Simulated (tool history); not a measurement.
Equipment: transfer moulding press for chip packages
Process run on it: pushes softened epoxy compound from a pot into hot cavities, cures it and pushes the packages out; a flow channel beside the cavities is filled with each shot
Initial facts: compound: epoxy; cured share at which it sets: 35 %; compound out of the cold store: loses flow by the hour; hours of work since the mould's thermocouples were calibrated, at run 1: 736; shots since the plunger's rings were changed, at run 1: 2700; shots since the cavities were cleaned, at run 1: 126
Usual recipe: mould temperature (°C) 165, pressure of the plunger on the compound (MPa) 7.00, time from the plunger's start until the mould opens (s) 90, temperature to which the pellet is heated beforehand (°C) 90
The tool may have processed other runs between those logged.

| run | hour | mould temperature (°C) | pressure of the plunger on the compound (MPa) | time from the plunger's start until the mould opens (s) | temperature to which the pellet is heated beforehand (°C) | hours of work since the mould's thermocouples were calibrated | shots since the plunger's rings were changed | shots since the cavities were cleaned | incoming compound's hours out of the cold store | length that the compound runs in the flow channel (mm) | greatest force on the pins that push the packages out (N) |
|---|---|---|---|---|---|---|---|---|---|---|---|
| 1 | 0.0 | 165 | 7.00 | 90 | 90 | 736 | 2700 | 126 | 39.1 | 647 | 286 |
|  | 31.3 | cavities cleaned with cleaning compound and waxed |
| 2 | 33.1 | 165 | 7.00 | 81 | 90 | 750 | 3012 | 18 | 12.6 | 748 | 371 |
|  | 45.7 | plunger's sealing rings changed |
|  | 77.1 | cavities cleaned with cleaning compound and waxed |
| 3 | 77.1 | 165 | 7.00 | 90 | 90 | 769 | 295 | 0 | 24.1 | 704 | 300 |
|  | 123.3 | cavities cleaned with cleaning compound and waxed |
| 4 | 124.1 | 165 | 7.00 | 90 | 90 | 790 | 744 | 8 | 29.4 | 685 | 292 |
|  | 168.8 | cavities cleaned with cleaning compound and waxed |
| 5 | 174.5 | 165 | 7.00 | 90 | 90 | 813 | 1228 | 57 | 28.5 | 682 | 312 |
| 6 | 209.9 | 165 | 7.00 | 90 | 85 | 829 | 1577 | 406 | 43.7 | 629 | 322 |
|  | 214.7 | cavities cleaned with cleaning compound and waxed |
| 7 | 252.5 | 165 | 7.00 | 90 | 85 | 848 | 1983 | 373 | 44.0 | 633 | 289 |
|  | 261.1 | cavities cleaned with cleaning compound and waxed |
|  | 280.0 | mould's thermocouples calibrated |
| 8 | 288.2 | 164 | 7.00 | 90 | 85 | 4 | 2301 | 247 | 20.8 | 719 | 321 |
|  | 307.2 | cavities cleaned with cleaning compound and waxed |
| 9 | 324.3 | 161 | 7.00 | 83 | 90 | 20 | 2643 | 169 | 9.5 | 780 | 460 |
|  | 352.5 | cavities cleaned with cleaning compound and waxed |
| 10 | 354.6 | 161 | 7.00 | 83 | 90 | 33 | 2928 | 21 | 43.2 | 647 | 389 |
|  | 374.9 | plunger's sealing rings changed |
|  | 398.5 | cavities cleaned with cleaning compound and waxed |
| 11 | 398.5 | 165 | 5.93 | 85 | 90 | 52 | 219 | 0 | 13.7 | 686 | 333 |
| 12 | 433.6 | 165 | 5.93 | 85 | 90 | 68 | 566 | 347 | 9.2 | 705 | 334 |
|  | 442.0 | cavities cleaned with cleaning compound and waxed |
| 13 | 483.7 | 165 | 7.00 | 113 | 86 | 90 | 1045 | 411 | 36.9 | 656 | 299 |
|  | 487.1 | cavities cleaned with cleaning compound and waxed |
| 14 | 518.6 | 165 | 7.00 | 70 | 86 | 106 | 1376 | 311 | 19.8 | 720 | 514 |
|  | 530.3 | cavities cleaned with cleaning compound and waxed |
| 15 | 540.2 | 165 | 7.00 | 70 | 86 | 115 | 1575 | 98 | 36.3 | 657 | 467 |
|  | 573.9 | cavities cleaned with cleaning compound and waxed |
| 16 | 577.8 | 165 | 7.00 | 70 | 86 | 132 | 1931 | 39 | 22.2 | 710 | 469 |

Alternative continuations, all from the tool just after run 16; predict every row:
|  | 617.9 | cavities cleaned with cleaning compound and waxed |
| A | 623.2 | 167 | 7.00 | 107 | 86 | 152 | 2365 | 52 | 40.8 | ? | ? |
|  | 617.9 | cavities cleaned with cleaning compound and waxed |
| B | 623.2 | 165 | 7.35 | 90 | 90 | 152 | 2365 | 52 | 20.3 | ? | ? |
|  | 617.9 | cavities cleaned with cleaning compound and waxed |
| C | 623.2 | 160 | 7.00 | 96 | 86 | 152 | 2365 | 52 | 24.2 | ? | ? |

| run | length that the compound runs in the flow channel (mm) | greatest force on the pins that push the packages out (N) |
|---|---|---|
| A | 639 | 262 |
| B | 731 | 312 |
| C | 719 | 361 |
Stripped of hidden state, with their random variation kept, the same runs would have yielded:
| run | length that the compound runs in the flow channel (mm) | greatest force on the pins that push the packages out (N) |
|---|---|---|
| A | 639 | 261 |
| B | 732 | 311 |
| C | 719 | 360 |
